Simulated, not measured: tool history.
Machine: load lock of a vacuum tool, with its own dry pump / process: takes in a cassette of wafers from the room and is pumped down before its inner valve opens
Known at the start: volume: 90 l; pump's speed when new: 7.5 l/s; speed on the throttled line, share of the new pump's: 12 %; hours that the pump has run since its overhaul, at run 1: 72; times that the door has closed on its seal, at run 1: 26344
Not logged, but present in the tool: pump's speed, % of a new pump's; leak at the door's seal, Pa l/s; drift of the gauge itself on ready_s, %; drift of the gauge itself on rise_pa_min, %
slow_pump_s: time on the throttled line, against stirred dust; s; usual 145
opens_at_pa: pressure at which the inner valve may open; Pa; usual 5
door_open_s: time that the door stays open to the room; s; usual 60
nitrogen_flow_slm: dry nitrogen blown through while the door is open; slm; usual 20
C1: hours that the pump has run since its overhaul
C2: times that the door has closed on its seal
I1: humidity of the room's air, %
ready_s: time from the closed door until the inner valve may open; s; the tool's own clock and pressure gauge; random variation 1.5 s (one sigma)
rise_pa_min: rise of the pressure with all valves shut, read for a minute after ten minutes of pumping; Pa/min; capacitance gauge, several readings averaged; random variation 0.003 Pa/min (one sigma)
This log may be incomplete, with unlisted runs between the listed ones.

{"run": 1, "hour": 0.0, "slow_pump_s": 145, "opens_at_pa": 5, "door_open_s": 60, "nitrogen_flow_slm": 20, "C1": 72, "C2": 26344, "I1": 47.3, "ready_s": 251.9, "rise_pa_min": 0.405}
{"run": 2, "hour": 112.2, "slow_pump_s": 145, "opens_at_pa": 5, "door_open_s": 60, "nitrogen_flow_slm": 20, "C1": 184, "C2": 26711, "I1": 44.2, "ready_s": 250.3, "rise_pa_min": 0.411}
{"run": 3, "hour": 335.0, "slow_pump_s": 145, "opens_at_pa": 5, "door_open_s": 60, "nitrogen_flow_slm": 20, "C1": 407, "C2": 27440, "I1": 49.8, "ready_s": 252.1, "rise_pa_min": 0.434}
{"run": 4, "hour": 549.8, "slow_pump_s": 145, "opens_at_pa": 5, "door_open_s": 60, "nitrogen_flow_slm": 20, "C1": 621, "C2": 28143, "I1": 45.1, "ready_s": 252.8, "rise_pa_min": 0.451}
{"run": 5, "hour": 762.2, "slow_pump_s": 145, "opens_at_pa": 5, "door_open_s": 60, "nitrogen_flow_slm": 20, "C1": 834, "C2": 28839, "I1": 48.9, "ready_s": 250.1, "rise_pa_min": 0.474}
{"run": 6, "hour": 871.5, "slow_pump_s": 145, "opens_at_pa": 5, "door_open_s": 60, "nitrogen_flow_slm": 20, "C1": 943, "C2": 29196, "I1": 45.1, "ready_s": 251.3, "rise_pa_min": 0.465}
{"run": 7, "hour": 1036.3, "slow_pump_s": 239, "opens_at_pa": 5, "door_open_s": 60, "nitrogen_flow_slm": 20, "C1": 1108, "C2": 29736, "I1": 42.1, "ready_s": 331.2, "rise_pa_min": 0.477}
{"run": 8, "hour": 1191.8, "slow_pump_s": 239, "opens_at_pa": 5, "door_open_s": 60, "nitrogen_flow_slm": 20, "C1": 1263, "C2": 30245, "I1": 46.0, "ready_s": 332.5, "rise_pa_min": 0.493}
{"run": 9, "hour": 1407.8, "slow_pump_s": 239, "opens_at_pa": 5, "door_open_s": 60, "nitrogen_flow_slm": 20, "C1": 1479, "C2": 30952, "I1": 45.7, "ready_s": 334.0, "rise_pa_min": 0.517}
{"run": 10, "hour": 1555.1, "slow_pump_s": 239, "opens_at_pa": 5, "door_open_s": 60, "nitrogen_flow_slm": 20, "C1": 1627, "C2": 31434, "I1": 49.0, "ready_s": 336.6, "rise_pa_min": 0.535}
{"run": 11, "hour": 1717.9, "slow_pump_s": 239, "opens_at_pa": 5, "door_open_s": 60, "nitrogen_flow_slm": 20, "C1": 1790, "C2": 31967, "I1": 47.0, "ready_s": 335.8, "rise_pa_min": 0.542}
{"run": 12, "hour": 1882.2, "slow_pump_s": 239, "opens_at_pa": 5, "door_open_s": 60, "nitrogen_flow_slm": 20, "C1": 1954, "C2": 32505, "I1": 44.6, "ready_s": 335.0, "rise_pa_min": 0.549}
{"run": 13, "hour": 2041.6, "slow_pump_s": 145, "opens_at_pa": 5, "door_open_s": 36, "nitrogen_flow_slm": 20, "C1": 2113, "C2": 33027, "I1": 44.1, "ready_s": 258.0, "rise_pa_min": 0.574}
{"run": 14, "hour": 2182.0, "slow_pump_s": 145, "opens_at_pa": 5, "door_open_s": 35, "nitrogen_flow_slm": 20, "C1": 2254, "C2": 33486, "I1": 46.8, "ready_s": 257.1, "rise_pa_min": 0.57}
{"run": 15, "hour": 2360.2, "slow_pump_s": 145, "opens_at_pa": 5, "door_open_s": 35, "nitrogen_flow_slm": 20, "C1": 2432, "C2": 34070, "I1": 43.8, "ready_s": 255.0, "rise_pa_min": 0.588}
{"hour": 2383.6, "done": "door's seal changed, seat wiped"}
{"run": 16, "hour": 2537.3, "slow_pump_s": 145, "opens_at_pa": 5, "door_open_s": 174, "nitrogen_flow_slm": 20, "C1": 2607, "C2": 502, "I1": 42.6, "ready_s": 253.6, "rise_pa_min": 0.028}
{"run": 17, "hour": 2638.7, "slow_pump_s": 145, "opens_at_pa": 5, "door_open_s": 174, "nitrogen_flow_slm": 20, "C1": 2709, "C2": 835, "I1": 45.6, "ready_s": 256.2, "rise_pa_min": 0.04}
{"run": 18, "hour": 2773.5, "slow_pump_s": 113, "opens_at_pa": 5, "door_open_s": 60, "nitrogen_flow_slm": 20, "C1": 2844, "C2": 1276, "I1": 52.0, "ready_s": 230.6, "rise_pa_min": 0.024}
{"run": 19, "hour": 2876.8, "slow_pump_s": 113, "opens_at_pa": 5, "door_open_s": 60, "nitrogen_flow_slm": 14, "C1": 2947, "C2": 1614, "I1": 49.4, "ready_s": 230.2, "rise_pa_min": 0.03}
{"run": 20, "hour": 3028.9, "slow_pump_s": 113, "opens_at_pa": 5, "door_open_s": 60, "nitrogen_flow_slm": 14, "C1": 3099, "C2": 2112, "I1": 46.7, "ready_s": 229.0, "rise_pa_min": 0.029}
{"run": 21, "hour": 3252.3, "slow_pump_s": 113, "opens_at_pa": 5, "door_open_s": 60, "nitrogen_flow_slm": 14, "C1": 3323, "C2": 2843, "I1": 44.1, "ready_s": 231.1, "rise_pa_min": 0.035}
{"run": 22, "hour": 3399.9, "slow_pump_s": 280, "opens_at_pa": 5, "door_open_s": 60, "nitrogen_flow_slm": 25, "C1": 3470, "C2": 3326, "I1": 42.4, "ready_s": 374.1, "rise_pa_min": 0.032}
{"run": 23, "hour": 3600.2, "slow_pump_s": 184, "opens_at_pa": 5, "door_open_s": 97, "nitrogen_flow_slm": 25, "C1": 3670, "C2": 3982, "I1": 46.8, "ready_s": 293.3, "rise_pa_min": 0.045}
{"run": 24, "hour": 3723.9, "slow_pump_s": 145, "opens_at_pa": 8, "door_open_s": 37, "nitrogen_flow_slm": 15, "C1": 3794, "C2": 4387, "I1": 42.4, "ready_s": 253.2, "rise_pa_min": 0.038}

Forecast run 25:
{"run": 25, "hour": 3955.5, "slow_pump_s": 145, "opens_at_pa": 8, "door_open_s": 37, "nitrogen_flow_slm": 15, "C1": 4026, "C2": 5145, "I1": 44.8, "ready_s": "?", "rise_pa_min": "?"}

Run 25 measured ready_s 250.0 s, rise_pa_min 0.046 Pa/min.
Minus the tool's unlogged condition, the same run would have read ready_s 238.0 s, rise_pa_min 0.012 Pa/min.
